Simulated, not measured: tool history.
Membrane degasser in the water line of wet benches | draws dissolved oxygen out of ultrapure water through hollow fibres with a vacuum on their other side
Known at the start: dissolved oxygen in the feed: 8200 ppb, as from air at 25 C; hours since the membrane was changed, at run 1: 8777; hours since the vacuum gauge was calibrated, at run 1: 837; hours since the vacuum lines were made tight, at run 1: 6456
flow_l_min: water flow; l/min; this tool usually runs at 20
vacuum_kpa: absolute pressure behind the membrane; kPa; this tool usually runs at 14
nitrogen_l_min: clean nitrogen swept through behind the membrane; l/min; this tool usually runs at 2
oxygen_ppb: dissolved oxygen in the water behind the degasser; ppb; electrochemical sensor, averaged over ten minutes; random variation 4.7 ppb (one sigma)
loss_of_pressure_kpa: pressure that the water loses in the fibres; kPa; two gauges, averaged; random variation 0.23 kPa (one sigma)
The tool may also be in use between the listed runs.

| run | day | flow_l_min | vacuum_kpa | nitrogen_l_min | hours since the membrane was changed | hours since the vacuum gauge was calibrated | hours since the vacuum lines were made tight | oxygen_ppb | loss_of_pressure_kpa |
|---|---|---|---|---|---|---|---|---|---|
| 1 | 0 | 20 | 14 | 2 | 8777 | 837 | 6456 | 467.2 | 56.23 |
| 2 | 6.125 | 20 | 14 | 2 | 8924 | 984 | 6603 | 461.3 | 56.06 |
| 3 | 12.275 | 20 | 14 | 2 | 9071 | 1132 | 6751 | 470.4 | 55.95 |
| 4 | 22.171 | 20 | 14 | 2 | 9309 | 1369 | 6988 | 453.6 | 56.14 |
| 5 | 32.862 | 26 | 14 | 2 | 9566 | 1626 | 7245 | 655.7 | 72.95 |
| 6 | 43.592 | 26 | 14 | 2 | 9823 | 1883 | 7502 | 653.9 | 72.53 |
| 7 | 48.988 | 26 | 14 | 2 | 9952 | 2013 | 7632 | 650.9 | 73.15 |
| 8 | 55.571 | 20 | 14 | 5.94 | 10110 | 2171 | 7790 | 312.3 | 56.21 |
| 9 | 66.129 | 20 | 14 | 5.94 | 10364 | 2424 | 8043 | 311.5 | 56.01 |
| 10 | 71.225 | 20 | 14 | 5.94 | 10486 | 2547 | 8166 | 306.3 | 56 |
| 11 | 80.85 | 20 | 14 | 5.94 | 10717 | 2778 | 8397 | 309.8 | 55.81 |
| 12 | 87.604 | 20 | 14 | 5.94 | 10879 | 2940 | 8559 | 313.7 | 55.62 |
| 13 | 96.871 | 20 | 14 | 5.94 | 11102 | 3162 | 8781 | 311.8 | 56.11 |
| 14 | 106.375 | 20 | 14 | 5.94 | 11330 | 3390 | 9009 | 310.5 | 56.24 |
|  | 110.308 | vacuum gauge calibrated |
| 15 | 115.475 | 20 | 14 | 5.94 | 11548 | 124 | 9227 | 309.4 | 56.33 |
| 16 | 123.179 | 20 | 14 | 5.94 | 11733 | 309 | 9412 | 312.1 | 56.46 |
| 17 | 133.288 | 20 | 14 | 5.94 | 11975 | 551 | 9654 | 315.2 | 56.27 |
| 18 | 143.508 | 20 | 14 | 5.94 | 12220 | 797 | 9900 | 312.6 | 56.14 |
| 19 | 149.225 | 22 | 14 | 2 | 12358 | 934 | 10037 | 529.3 | 61.82 |
| 20 | 153.729 | 22 | 14.7 | 2 | 12466 | 1042 | 10145 | 543.4 | 61.89 |

Run 21 is up next; what results do you expect?
| 21 | 162.583 | 22 | 14.7 | 2 | 12678 | 1255 | 10358 | ? | ? |

{"run 21": {"oxygen_ppb": 551.5, "loss_of_pressure_kpa": 61.77}}
With no hidden state in the tool, this same run would have given oxygen_ppb 550.7 ppb, loss_of_pressure_kpa 61.72 kPa.
